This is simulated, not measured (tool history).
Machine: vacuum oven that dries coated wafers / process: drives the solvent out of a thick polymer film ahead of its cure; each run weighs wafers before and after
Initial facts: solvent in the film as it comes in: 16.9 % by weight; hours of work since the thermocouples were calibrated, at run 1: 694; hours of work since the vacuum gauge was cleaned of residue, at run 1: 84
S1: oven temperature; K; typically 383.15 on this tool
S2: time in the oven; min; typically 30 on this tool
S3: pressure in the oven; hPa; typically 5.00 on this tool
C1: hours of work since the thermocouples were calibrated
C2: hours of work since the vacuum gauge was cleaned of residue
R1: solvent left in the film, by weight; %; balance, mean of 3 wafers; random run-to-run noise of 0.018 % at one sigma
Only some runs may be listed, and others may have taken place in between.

run 1 hour=0.0 | S1=383.15 S2=30 S3=5.00 | C1=694 C2=84 | R1=0.98
run 2 hour=6.7 | S1=383.15 S2=30 S3=5.00 | C1=698 C2=88 | R1=1.02
run 3 hour=18.8 | S1=383.15 S2=30 S3=5.00 | C1=705 C2=94 | R1=0.97
run 4 hour=29.6 | S1=383.15 S2=30 S3=5.00 | C1=711 C2=100 | R1=1.01
run 5 hour=37.4 | S1=383.15 S2=30 S3=5.00 | C1=715 C2=105 | R1=1.02
run 6 hour=46.8 | S1=370.15 S2=30 S3=5.00 | C1=720 C2=110 | R1=4.35
run 7 hour=53.6 | S1=370.15 S2=30 S3=5.00 | C1=724 C2=114 | R1=4.36
run 8 hour=61.7 | S1=383.15 S2=30 S3=9.66 | C1=729 C2=118 | R1=1.12
run 9 hour=67.6 | S1=383.15 S2=30 S3=9.66 | C1=732 C2=121 | R1=1.10
run 10 hour=76.1 | S1=383.15 S2=30 S3=9.66 | C1=737 C2=126 | R1=1.15
run 11 hour=88.0 | S1=383.15 S2=30 S3=9.66 | C1=743 C2=133 | R1=1.13
run 12 hour=93.1 | S1=383.15 S2=30 S3=9.66 | C1=746 C2=136 | R1=1.13
run 13 hour=98.5 | S1=383.15 S2=30 S3=5.00 | C1=749 C2=139 | R1=0.99
run 14 hour=105.5 | S1=383.15 S2=30 S3=5.00 | C1=753 C2=142 | R1=0.99
run 15 hour=115.0 | S1=383.15 S2=30 S3=17.00 | C1=758 C2=148 | R1=1.30
run 16 hour=126.0 | S1=383.15 S2=30 S3=17.00 | C1=764 C2=154 | R1=1.27
run 17 hour=132.5 | S1=383.15 S2=42 S3=5.00 | C1=768 C2=157 | R1=0.43
-- hour=135.1 vacuum gauge cleaned of residue and calibrated
run 18 hour=143.0 | S1=383.15 S2=42 S3=5.00 | C1=773 C2=4 | R1=0.42
run 19 hour=150.2 | S1=383.15 S2=42 S3=5.00 | C1=777 C2=8 | R1=0.43
-- hour=155.0 vacuum gauge cleaned of residue and calibrated, once more
run 20 hour=160.7 | S1=391.15 S2=42 S3=5.00 | C1=782 C2=3 | R1=0.15
run 21 hour=171.3 | S1=391.15 S2=42 S3=5.00 | C1=788 C2=9 | R1=0.12
run 22 hour=177.1 | S1=391.15 S2=42 S3=5.00 | C1=791 C2=12 | R1=0.14
run 23 hour=184.5 | S1=382.15 S2=18 S3=5.00 | C1=795 C2=16 | R1=2.91
run 24 hour=195.3 | S1=382.15 S2=18 S3=9.01 | C1=801 C2=22 | R1=3.08
run 25 hour=206.2 | S1=382.15 S2=18 S3=9.01 | C1=807 C2=28 | R1=3.06
run 26 hour=212.1 | S1=382.15 S2=18 S3=9.01 | C1=810 C2=32 | R1=3.03
run 27 hour=220.5 | S1=381.15 S2=30 S3=12.59 | C1=815 C2=36 | R1=1.52
run 28 hour=231.2 | S1=376.15 S2=47 S3=13.55 | C1=821 C2=42 | R1=1.28
run 29 hour=238.4 | S1=379.15 S2=17 S3=12.08 | C1=825 C2=46 | R1=4.31
run 30 hour=244.2 | S1=368.15 S2=18 S3=11.73 | C1=828 C2=49 | R1=7.58

Run 31, settings as shown, results not yet in. Your forecast:
run 31 hour=249.9 | S1=368.15 S2=18 S3=11.73 | C1=831 C2=53 | R1=?

R1: 7.67 %
The same run, on a tool lacking any hidden state, would have yielded R1 8.14 %.
